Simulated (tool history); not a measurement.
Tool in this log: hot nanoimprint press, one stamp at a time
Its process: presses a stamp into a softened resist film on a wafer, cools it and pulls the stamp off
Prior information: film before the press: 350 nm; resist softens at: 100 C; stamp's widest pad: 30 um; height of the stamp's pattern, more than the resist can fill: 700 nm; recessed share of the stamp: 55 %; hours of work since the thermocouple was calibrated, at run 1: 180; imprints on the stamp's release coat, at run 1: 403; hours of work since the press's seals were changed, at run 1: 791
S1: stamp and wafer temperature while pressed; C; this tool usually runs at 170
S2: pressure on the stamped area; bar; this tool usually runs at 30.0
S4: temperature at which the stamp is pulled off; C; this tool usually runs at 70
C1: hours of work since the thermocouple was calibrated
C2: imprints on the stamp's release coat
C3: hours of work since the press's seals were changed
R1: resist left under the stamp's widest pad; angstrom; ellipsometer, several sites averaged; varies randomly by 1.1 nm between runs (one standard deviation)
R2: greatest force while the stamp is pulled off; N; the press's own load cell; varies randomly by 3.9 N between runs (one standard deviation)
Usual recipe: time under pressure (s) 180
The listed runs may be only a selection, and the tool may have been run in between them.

run 1 day=0.000 | S1=170 S2=30.0 time_under_pressure_(s)=180 S4=70 | C1=180 C2=403 C3=791 | R1=1666 R2=215
-- day=0.479 press's hydraulic seals changed and the load cell set to zero
run 2 day=1.317 | S1=170 S2=30.0 time_under_pressure_(s)=180 S4=70 | C1=195 C2=479 C3=13 | R1=1642 R2=219
run 3 day=2.454 | S1=170 S2=30.0 time_under_pressure_(s)=180 S4=70 | C1=212 C2=568 C3=30 | R1=1632 R2=224
-- day=4.592 stamp cleaned and given a new release coat
run 4 day=4.742 | S1=171 S2=30.0 time_under_pressure_(s)=180 S4=70 | C1=243 C2=11 C3=60 | R1=1586 R2=185
run 5 day=5.950 | S1=171 S2=30.0 time_under_pressure_(s)=180 S4=70 | C1=261 C2=105 C3=78 | R1=1596 R2=197
-- day=6.717 plate thermocouple calibrated
run 6 day=7.525 | S1=171 S2=30.0 time_under_pressure_(s)=180 S4=70 | C1=12 C2=218 C3=100 | R1=1612 R2=209
run 7 day=9.742 | S1=171 S2=30.0 time_under_pressure_(s)=180 S4=70 | C1=45 C2=391 C3=133 | R1=1616 R2=213
run 8 day=11.688 | S1=171 S2=30.0 time_under_pressure_(s)=180 S4=70 | C1=75 C2=542 C3=162 | R1=1610 R2=230
-- day=14.154 stamp cleaned and given a new release coat
run 9 day=14.154 | S1=170 S2=30.0 time_under_pressure_(s)=180 S4=57 | C1=108 C2=0 C3=196 | R1=1708 R2=235
run 10 day=15.567 | S1=170 S2=30.0 time_under_pressure_(s)=180 S4=57 | C1=129 C2=111 C3=217 | R1=1716 R2=241
run 11 day=17.467 | S1=170 S2=30.0 time_under_pressure_(s)=180 S4=57 | C1=157 C2=258 C3=245 | R1=1726 R2=255
run 12 day=19.125 | S1=170 S2=24.9 time_under_pressure_(s)=180 S4=70 | C1=182 C2=388 C3=270 | R1=1857 R2=214
run 13 day=20.629 | S1=170 S2=30.0 time_under_pressure_(s)=180 S4=68 | C1=205 C2=505 C3=293 | R1=1731 R2=237
-- day=20.912 plate thermocouple calibrated, once more
run 14 day=22.075 | S1=170 S2=30.0 time_under_pressure_(s)=180 S4=70 | C1=17 C2=607 C3=312 | R1=1622 R2=229
run 15 day=23.100 | S1=170 S2=30.0 time_under_pressure_(s)=180 S4=70 | C1=33 C2=687 C3=328 | R1=1607 R2=227
-- day=23.779 stamp cleaned and given a new release coat
run 16 day=24.633 | S1=170 S2=30.0 time_under_pressure_(s)=180 S4=70 | C1=52 C2=67 C3=347 | R1=1606 R2=187
run 17 day=26.250 | S1=170 S2=30.0 time_under_pressure_(s)=180 S4=70 | C1=76 C2=193 C3=371 | R1=1621 R2=206
run 18 day=27.771 | S1=170 S2=30.0 time_under_pressure_(s)=180 S4=70 | C1=99 C2=311 C3=394 | R1=1634 R2=205
run 19 day=28.917 | S1=170 S2=39.0 time_under_pressure_(s)=180 S4=70 | C1=116 C2=400 C3=411 | R1=1464 R2=214
run 20 day=30.883 | S1=170 S2=19.2 time_under_pressure_(s)=180 S4=70 | C1=146 C2=553 C3=441 | R1=1979 R2=220
run 21 day=32.621 | S1=170 S2=19.2 time_under_pressure_(s)=148 S4=70 | C1=172 C2=688 C3=467 | R1=2094 R2=231
-- day=33.138 stamp cleaned and given a new release coat
run 22 day=34.812 | S1=176 S2=26.9 time_under_pressure_(s)=222 S4=71 | C1=201 C2=130 C3=496 | R1=1222 R2=198
run 23 day=36.771 | S1=181 S2=37.7 time_under_pressure_(s)=180 S4=70 | C1=230 C2=283 C3=525 | R1=881 R2=208
run 24 day=37.996 | S1=168 S2=27.3 time_under_pressure_(s)=100 S4=57 | C1=249 C2=378 C3=544 | R1=2281 R2=266
run 25 day=39.338 | S1=173 S2=30.0 time_under_pressure_(s)=180 S4=70 | C1=269 C2=483 C3=564 | R1=1464 R2=224
-- day=39.671 plate thermocouple calibrated
run 26 day=40.588 | S1=172 S2=30.0 time_under_pressure_(s)=180 S4=74 | C1=14 C2=570 C3=581 | R1=1469 R2=210
run 27 day=41.571 | S1=176 S2=39.0 time_under_pressure_(s)=222 S4=76 | C1=28 C2=647 C3=595 | R1=987 R2=207
-- day=42.667 stamp cleaned and given a new release coat
run 28 day=43.312 | S1=170 S2=23.4 time_under_pressure_(s)=180 S4=66 | C1=51 C2=51 C3=618 | R1=1793 R2=203
run 29 day=44.962 | S1=158 S2=45.5 time_under_pressure_(s)=210 S4=63 | C1=76 C2=179 C3=642 | R1=2297 R2=226

Alternative continuations, all from the tool just after run 29; predict every row:
run A day=45.983 | S1=177 S2=45.5 time_under_pressure_(s)=326 S4=65 | C1=91 C2=259 C3=658 | R1=? R2=?
run B day=45.983 | S1=158 S2=45.5 time_under_pressure_(s)=210 S4=56 | C1=91 C2=259 C3=658 | R1=? R2=?
run C day=45.983 | S1=171 S2=30.0 time_under_pressure_(s)=149 S4=75 | C1=91 C2=259 C3=658 | R1=? R2=?
run D day=45.983 | S1=173 S2=36.9 time_under_pressure_(s)=350 S4=63 | C1=91 C2=259 C3=658 | R1=? R2=?

run=A R1=748 R2=218
run=B R1=2290 R2=258
run=C R1=1667 R2=188
run=D R1=973 R2=226
What these runs would have given with no unlogged condition in the tool:
run=A R1=714 R2=199
run=B R1=2216 R2=237
run=C R1=1615 R2=172
run=D R1=934 R2=207
